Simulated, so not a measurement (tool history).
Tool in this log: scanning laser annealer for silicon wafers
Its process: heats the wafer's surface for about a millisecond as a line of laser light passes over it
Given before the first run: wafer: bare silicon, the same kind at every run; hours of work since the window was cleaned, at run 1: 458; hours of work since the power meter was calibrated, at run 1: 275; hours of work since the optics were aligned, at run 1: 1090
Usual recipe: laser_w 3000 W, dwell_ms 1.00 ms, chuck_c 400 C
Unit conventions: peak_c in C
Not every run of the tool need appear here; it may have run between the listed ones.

run,day,laser_w,dwell_ms,chuck_c,hours of work since the window was cleaned,hours of work since the power meter was calibrated,hours of work since the optics were aligned,peak_c
1,0.000,3000,1.00,400,458,275,1090,1147
2,0.275,3000,1.00,400,462,279,1095,1150
3,0.888,3000,1.00,400,473,290,1106,1149
4,1.246,3000,1.00,400,479,296,1112,1149
5,1.688,3000,1.00,400,486,303,1119,1146
6,2.321,3000,1.00,400,497,314,1130,1145
7,2.825,3000,0.94,400,506,323,1139,1120
8,3.167,3000,0.94,400,512,329,1144,1120
9,3.629,3000,0.94,400,519,337,1152,1121
10,4.304,3000,1.23,400,531,348,1164,1233
# day 4.708: window over the wafer cleaned
11,5.050,3210,1.23,400,6,359,1175,1340
12,5.329,3000,0.92,400,11,364,1180,1146
13,5.642,3000,0.92,400,16,370,1185,1146
14,6.296,3000,0.92,400,27,381,1196,1143
15,6.908,3000,0.92,400,37,391,1207,1144
16,7.362,3000,0.92,400,45,399,1215,1145
17,7.692,3000,0.92,400,51,404,1220,1144
18,8.071,3000,0.92,400,57,411,1227,1143
# day 8.258: laser's power meter calibrated
19,8.688,2738,0.92,400,66,7,1235,1072
20,9.250,2753,1.00,382,75,17,1245,1091
21,9.842,2753,1.00,382,85,27,1255,1087
22,10.238,3000,1.00,379,92,34,1261,1157
23,10.792,3000,1.08,361,102,43,1271,1168
# day 11.346: laser's power meter calibrated, once more
24,11.571,2596,1.16,407,113,4,1282,1120
25,12.038,2734,0.70,422,121,12,1290,998
26,12.408,2861,1.12,400,127,18,1296,1176
27,12.708,2861,1.12,400,132,23,1301,1179
28,13.238,2710,0.92,400,141,32,1310,1059
29,13.775,2730,1.12,362,150,41,1320,1096
30,14.400,2730,1.12,362,161,52,1330,1100
31,14.683,3134,1.00,399,166,57,1335,1207
32,15.017,2931,1.01,414,171,63,1341,1166
33,15.621,2931,1.01,414,182,73,1351,1166
34,16.279,2747,1.00,374,193,84,1362,1070
35,16.842,2866,0.80,438,203,94,1372,1085
36,17.279,2704,0.81,438,210,101,1379,1047
37,17.796,2704,1.02,385,219,110,1388,1073

Consider 5 possible next runs. They are alternatives, not a sequence: every one starts from the tool as it was left by run 37. What does each give?
A,18.238,2654,1.00,427,226,118,1396,?
B,18.238,3046,1.02,385,226,118,1396,?
C,18.238,3263,1.01,432,226,118,1396,?
D,18.238,2672,1.06,400,226,118,1396,?
E,18.238,2680,1.11,400,226,118,1396,?

run,peak_c
A,1092
B,1169
C,1274
D,1091
E,1113
With the hidden condition removed and each run's random variation left untouched, the same runs would have given:
run,peak_c
A,1119
B,1201
C,1308
D,1119
E,1142
